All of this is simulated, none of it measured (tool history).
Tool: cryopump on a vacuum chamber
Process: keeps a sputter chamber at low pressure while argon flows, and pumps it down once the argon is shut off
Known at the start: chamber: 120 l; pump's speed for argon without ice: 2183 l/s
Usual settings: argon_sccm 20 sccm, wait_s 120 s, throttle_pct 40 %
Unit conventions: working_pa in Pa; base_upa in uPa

{"run": 1, "hour": 0.0, "argon_sccm": 20, "wait_s": 120, "throttle_pct": 40, "working_pa": 0.0389, "base_upa": 0.66}
{"run": 2, "hour": 25.2, "argon_sccm": 11, "wait_s": 120, "throttle_pct": 40, "working_pa": 0.0208, "base_upa": 0.63}
{"run": 3, "hour": 38.8, "argon_sccm": 11, "wait_s": 120, "throttle_pct": 40, "working_pa": 0.0213, "base_upa": 0.67}
{"run": 4, "hour": 57.9, "argon_sccm": 11, "wait_s": 120, "throttle_pct": 40, "working_pa": 0.0212, "base_upa": 0.65}
{"run": 5, "hour": 74.4, "argon_sccm": 11, "wait_s": 120, "throttle_pct": 40, "working_pa": 0.0213, "base_upa": 0.66}
{"run": 6, "hour": 89.7, "argon_sccm": 11, "wait_s": 120, "throttle_pct": 40, "working_pa": 0.022, "base_upa": 0.64}
{"run": 7, "hour": 106.7, "argon_sccm": 11, "wait_s": 120, "throttle_pct": 55, "working_pa": 0.0159, "base_upa": 0.68}
{"run": 8, "hour": 134.6, "argon_sccm": 11, "wait_s": 120, "throttle_pct": 55, "working_pa": 0.016, "base_upa": 0.67}
{"run": 9, "hour": 164.0, "argon_sccm": 11, "wait_s": 120, "throttle_pct": 55, "working_pa": 0.0161, "base_upa": 0.65}
{"run": 10, "hour": 191.9, "argon_sccm": 20, "wait_s": 120, "throttle_pct": 25, "working_pa": 0.0628, "base_upa": 0.7}
{"run": 11, "hour": 221.4, "argon_sccm": 20, "wait_s": 120, "throttle_pct": 25, "working_pa": 0.0627, "base_upa": 0.64}
{"run": 12, "hour": 236.4, "argon_sccm": 20, "wait_s": 120, "throttle_pct": 25, "working_pa": 0.0621, "base_upa": 0.67}
{"run": 13, "hour": 263.6, "argon_sccm": 20, "wait_s": 120, "throttle_pct": 25, "working_pa": 0.0629, "base_upa": 0.71}
{"run": 14, "hour": 287.9, "argon_sccm": 20, "wait_s": 120, "throttle_pct": 23, "working_pa": 0.0679, "base_upa": 0.7}
{"run": 15, "hour": 306.8, "argon_sccm": 20, "wait_s": 120, "throttle_pct": 23, "working_pa": 0.0685, "base_upa": 0.69}
{"run": 16, "hour": 334.7, "argon_sccm": 20, "wait_s": 120, "throttle_pct": 40, "working_pa": 0.0399, "base_upa": 0.7}
{"run": 17, "hour": 361.8, "argon_sccm": 20, "wait_s": 120, "throttle_pct": 40, "working_pa": 0.0394, "base_upa": 0.72}
{"run": 18, "hour": 379.4, "argon_sccm": 20, "wait_s": 53, "throttle_pct": 36, "working_pa": 0.0437, "base_upa": 1.32}
{"run": 19, "hour": 395.2, "argon_sccm": 20, "wait_s": 53, "throttle_pct": 52, "working_pa": 0.0313, "base_upa": 1.32}
{"run": 20, "hour": 419.7, "argon_sccm": 20, "wait_s": 53, "throttle_pct": 52, "working_pa": 0.0309, "base_upa": 1.32}
{"run": 21, "hour": 450.0, "argon_sccm": 26, "wait_s": 106, "throttle_pct": 19, "working_pa": 0.1072, "base_upa": 0.75}
{"run": 22, "hour": 465.8, "argon_sccm": 16, "wait_s": 21, "throttle_pct": 18, "working_pa": 0.0704, "base_upa": 2.97}
{"run": 23, "hour": 483.0, "argon_sccm": 14, "wait_s": 230, "throttle_pct": 32, "working_pa": 0.0349, "base_upa": 0.52}
{"run": 24, "hour": 498.9, "argon_sccm": 9, "wait_s": 87, "throttle_pct": 38, "working_pa": 0.0188, "base_upa": 0.9}
{"run": 25, "hour": 527.0, "argon_sccm": 17, "wait_s": 58, "throttle_pct": 49, "working_pa": 0.0284, "base_upa": 1.22}
{"run": 26, "hour": 556.6, "argon_sccm": 17, "wait_s": 58, "throttle_pct": 49, "working_pa": 0.0285, "base_upa": 1.27}
{"run": 27, "hour": 582.9, "argon_sccm": 11, "wait_s": 94, "throttle_pct": 40, "working_pa": 0.0228, "base_upa": 0.93}
{"run": 28, "hour": 604.5, "argon_sccm": 11, "wait_s": 94, "throttle_pct": 40, "working_pa": 0.0223, "base_upa": 0.88}
{"run": 29, "hour": 620.0, "argon_sccm": 20, "wait_s": 38, "throttle_pct": 22, "working_pa": 0.0721, "base_upa": 1.73}
{"run": 30, "hour": 651.4, "argon_sccm": 11, "wait_s": 120, "throttle_pct": 32, "working_pa": 0.0278, "base_upa": 0.8}
{"run": 31, "hour": 682.1, "argon_sccm": 11, "wait_s": 120, "throttle_pct": 32, "working_pa": 0.0281, "base_upa": 0.79}
{"run": 32, "hour": 699.3, "argon_sccm": 11, "wait_s": 120, "throttle_pct": 32, "working_pa": 0.028, "base_upa": 0.75}
{"run": 33, "hour": 722.3, "argon_sccm": 11, "wait_s": 46, "throttle_pct": 32, "working_pa": 0.0282, "base_upa": 1.52}
{"run": 34, "hour": 740.3, "argon_sccm": 11, "wait_s": 120, "throttle_pct": 18, "working_pa": 0.049, "base_upa": 0.81}

Same runs, no hidden state in the tool, same run-to-run variation:
Unlogged tool condition in this case: pump's speed, % of a pump's without ice; cold plate's temperature, K; leak into the chamber, uPa l/s; drift of the gauge itself on working_pa, %; drift of the gauge itself on base_upa, %.
run=1 working_pa=0.0386 base_upa=0.6
run=2 working_pa=0.0206 base_upa=0.58
run=3 working_pa=0.0211 base_upa=0.61
run=4 working_pa=0.0209 base_upa=0.59
run=5 working_pa=0.0211 base_upa=0.6
run=6 working_pa=0.0217 base_upa=0.57
run=7 working_pa=0.0156 base_upa=0.61
run=8 working_pa=0.0156 base_upa=0.6
run=9 working_pa=0.0158 base_upa=0.57
run=10 working_pa=0.0621 base_upa=0.62
run=11 working_pa=0.0619 base_upa=0.55
run=12 working_pa=0.0613 base_upa=0.58
run=13 working_pa=0.0619 base_upa=0.61
run=14 working_pa=0.0669 base_upa=0.6
run=15 working_pa=0.0674 base_upa=0.58
run=16 working_pa=0.0387 base_upa=0.6
run=17 working_pa=0.0382 base_upa=0.6
run=18 working_pa=0.0425 base_upa=1.21
run=19 working_pa=0.0301 base_upa=1.2
run=20 working_pa=0.0295 base_upa=1.2
run=21 working_pa=0.1053 base_upa=0.63
run=22 working_pa=0.0692 base_upa=2.84
run=23 working_pa=0.0339 base_upa=0.39
run=24 working_pa=0.0181 base_upa=0.76
run=25 working_pa=0.027 base_upa=1.08
run=26 working_pa=0.027 base_upa=1.12
run=27 working_pa=0.0218 base_upa=0.78
run=28 working_pa=0.0213 base_upa=0.73
run=29 working_pa=0.0702 base_upa=1.57
run=30 working_pa=0.0267 base_upa=0.63
run=31 working_pa=0.0269 base_upa=0.62
run=32 working_pa=0.0269 base_upa=0.58
run=33 working_pa=0.027 base_upa=1.35
run=34 working_pa=0.0477 base_upa=0.63

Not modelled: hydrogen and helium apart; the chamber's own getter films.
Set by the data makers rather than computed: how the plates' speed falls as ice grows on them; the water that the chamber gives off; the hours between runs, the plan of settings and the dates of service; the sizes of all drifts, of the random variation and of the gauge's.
